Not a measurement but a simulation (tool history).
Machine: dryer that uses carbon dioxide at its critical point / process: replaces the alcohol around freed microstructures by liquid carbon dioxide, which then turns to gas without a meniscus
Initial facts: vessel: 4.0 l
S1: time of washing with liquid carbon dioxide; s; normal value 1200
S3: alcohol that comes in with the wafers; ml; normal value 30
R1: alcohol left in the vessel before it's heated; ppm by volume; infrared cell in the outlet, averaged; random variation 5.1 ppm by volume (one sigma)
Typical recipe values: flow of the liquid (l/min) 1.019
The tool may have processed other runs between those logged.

{"run": 1, "hour": 0.0, "S1": 1200, "flow of the liquid (l/min)": 1.019, "S3": 30, "R1": 165}
{"run": 2, "hour": 23.2, "S1": 1020, "flow of the liquid (l/min)": 1.019, "S3": 30, "R1": 274}
{"run": 3, "hour": 45.2, "S1": 1020, "flow of the liquid (l/min)": 1.019, "S3": 30, "R1": 287}
{"run": 4, "hour": 62.7, "S1": 1020, "flow of the liquid (l/min)": 1.019, "S3": 30, "R1": 277}
{"hour": 90.0, "done": "inlet filter changed"}
{"run": 5, "hour": 90.6, "S1": 1020, "flow of the liquid (l/min)": 1.019, "S3": 30, "R1": 172}
{"run": 6, "hour": 117.7, "S1": 780, "flow of the liquid (l/min)": 1.019, "S3": 30, "R1": 352}
{"run": 7, "hour": 139.8, "S1": 780, "flow of the liquid (l/min)": 1.019, "S3": 30, "R1": 362}
{"run": 8, "hour": 172.3, "S1": 780, "flow of the liquid (l/min)": 1.019, "S3": 30, "R1": 375}
{"run": 9, "hour": 205.8, "S1": 1200, "flow of the liquid (l/min)": 1.63, "S3": 30, "R1": 73}
{"run": 10, "hour": 222.6, "S1": 1200, "flow of the liquid (l/min)": 1.63, "S3": 30, "R1": 70}
{"run": 11, "hour": 239.1, "S1": 1200, "flow of the liquid (l/min)": 1.63, "S3": 30, "R1": 80}
{"run": 12, "hour": 256.7, "S1": 1200, "flow of the liquid (l/min)": 1.63, "S3": 30, "R1": 75}
{"run": 13, "hour": 289.4, "S1": 1200, "flow of the liquid (l/min)": 1.63, "S3": 30, "R1": 87}
{"run": 14, "hour": 318.7, "S1": 1200, "flow of the liquid (l/min)": 1.63, "S3": 30, "R1": 76}
{"run": 15, "hour": 349.5, "S1": 1200, "flow of the liquid (l/min)": 1.63, "S3": 30, "R1": 79}
{"run": 16, "hour": 375.5, "S1": 1200, "flow of the liquid (l/min)": 1.63, "S3": 30, "R1": 83}
{"run": 17, "hour": 390.8, "S1": 1200, "flow of the liquid (l/min)": 1.63, "S3": 30, "R1": 82}
{"run": 18, "hour": 417.5, "S1": 1200, "flow of the liquid (l/min)": 1.63, "S3": 30, "R1": 89}
{"run": 19, "hour": 437.1, "S1": 1200, "flow of the liquid (l/min)": 1.24, "S3": 30, "R1": 103}
{"run": 20, "hour": 468.4, "S1": 1560, "flow of the liquid (l/min)": 1.24, "S3": 30, "R1": 95}
{"run": 21, "hour": 483.9, "S1": 1560, "flow of the liquid (l/min)": 1.24, "S3": 30, "R1": 92}
{"run": 22, "hour": 501.7, "S1": 1560, "flow of the liquid (l/min)": 1.24, "S3": 30, "R1": 92}
{"run": 23, "hour": 519.7, "S1": 1560, "flow of the liquid (l/min)": 1.24, "S3": 30, "R1": 98}
{"run": 24, "hour": 535.6, "S1": 1560, "flow of the liquid (l/min)": 1.019, "S3": 30, "R1": 99}
{"run": 25, "hour": 567.7, "S1": 1200, "flow of the liquid (l/min)": 1.019, "S3": 56, "R1": 249}
{"run": 26, "hour": 596.1, "S1": 1020, "flow of the liquid (l/min)": 1.19, "S3": 99, "R1": 399}
{"run": 27, "hour": 612.6, "S1": 1200, "flow of the liquid (l/min)": 0.85, "S3": 22, "R1": 227}
{"run": 28, "hour": 631.5, "S1": 1500, "flow of the liquid (l/min)": 0.65, "S3": 33, "R1": 321}
{"run": 29, "hour": 663.8, "S1": 1620, "flow of the liquid (l/min)": 1.0, "S3": 69, "R1": 155}
{"run": 30, "hour": 690.1, "S1": 1320, "flow of the liquid (l/min)": 0.69, "S3": 41, "R1": 466}
{"run": 31, "hour": 706.5, "S1": 960, "flow of the liquid (l/min)": 0.84, "S3": 45, "R1": 724}
{"run": 32, "hour": 720.8, "S1": 900, "flow of the liquid (l/min)": 0.9, "S3": 117, "R1": 1720}
{"run": 33, "hour": 741.7, "S1": 900, "flow of the liquid (l/min)": 1.63, "S3": 54, "R1": 189}
{"run": 34, "hour": 774.4, "S1": 1740, "flow of the liquid (l/min)": 1.019, "S3": 26, "R1": 129}
{"run": 35, "hour": 801.4, "S1": 900, "flow of the liquid (l/min)": 1.11, "S3": 29, "R1": 341}
{"run": 36, "hour": 817.8, "S1": 1800, "flow of the liquid (l/min)": 1.56, "S3": 94, "R1": 111}
{"run": 37, "hour": 833.2, "S1": 1200, "flow of the liquid (l/min)": 1.68, "S3": 24, "R1": 106}
{"run": 38, "hour": 848.3, "S1": 900, "flow of the liquid (l/min)": 0.77, "S3": 42, "R1": 1044}
{"run": 39, "hour": 866.7, "S1": 900, "flow of the liquid (l/min)": 0.77, "S3": 42, "R1": 1063}
{"run": 40, "hour": 895.3, "S1": 900, "flow of the liquid (l/min)": 0.77, "S3": 42, "R1": 1058}
{"hour": 912.0, "done": "inlet filter changed"}
{"run": 41, "hour": 920.1, "S1": 1140, "flow of the liquid (l/min)": 1.69, "S3": 30, "R1": 118}
{"run": 42, "hour": 954.0, "S1": 1140, "flow of the liquid (l/min)": 1.69, "S3": 30, "R1": 124}
{"run": 43, "hour": 981.5, "S1": 1140, "flow of the liquid (l/min)": 1.69, "S3": 30, "R1": 123}
{"run": 44, "hour": 1006.9, "S1": 900, "flow of the liquid (l/min)": 1.69, "S3": 20, "R1": 134}
{"run": 45, "hour": 1033.3, "S1": 900, "flow of the liquid (l/min)": 1.69, "S3": 20, "R1": 133}
{"run": 46, "hour": 1062.2, "S1": 900, "flow of the liquid (l/min)": 1.69, "S3": 20, "R1": 132}
{"run": 47, "hour": 1076.4, "S1": 1080, "flow of the liquid (l/min)": 1.019, "S3": 22, "R1": 193}
{"run": 48, "hour": 1090.6, "S1": 1080, "flow of the liquid (l/min)": 1.019, "S3": 22, "R1": 193}

Predict each of these 3 candidate next runs independently; none follows another, all start after run 48:
{"run": "A", "hour": 1118.7, "S1": 1080, "flow of the liquid (l/min)": 0.84, "S3": 22, "R1": "?"}
{"run": "B", "hour": 1118.7, "S1": 1080, "flow of the liquid (l/min)": 1.019, "S3": 58, "R1": "?"}
{"run": "C", "hour": 1118.7, "S1": 1080, "flow of the liquid (l/min)": 0.66, "S3": 35, "R1": "?"}

run=A R1=275
run=B R1=313
run=C R1=645
Stripped of hidden state, with their random variation kept, the same runs would have yielded:
run=A R1=130
run=B R1=157
run=C R1=454

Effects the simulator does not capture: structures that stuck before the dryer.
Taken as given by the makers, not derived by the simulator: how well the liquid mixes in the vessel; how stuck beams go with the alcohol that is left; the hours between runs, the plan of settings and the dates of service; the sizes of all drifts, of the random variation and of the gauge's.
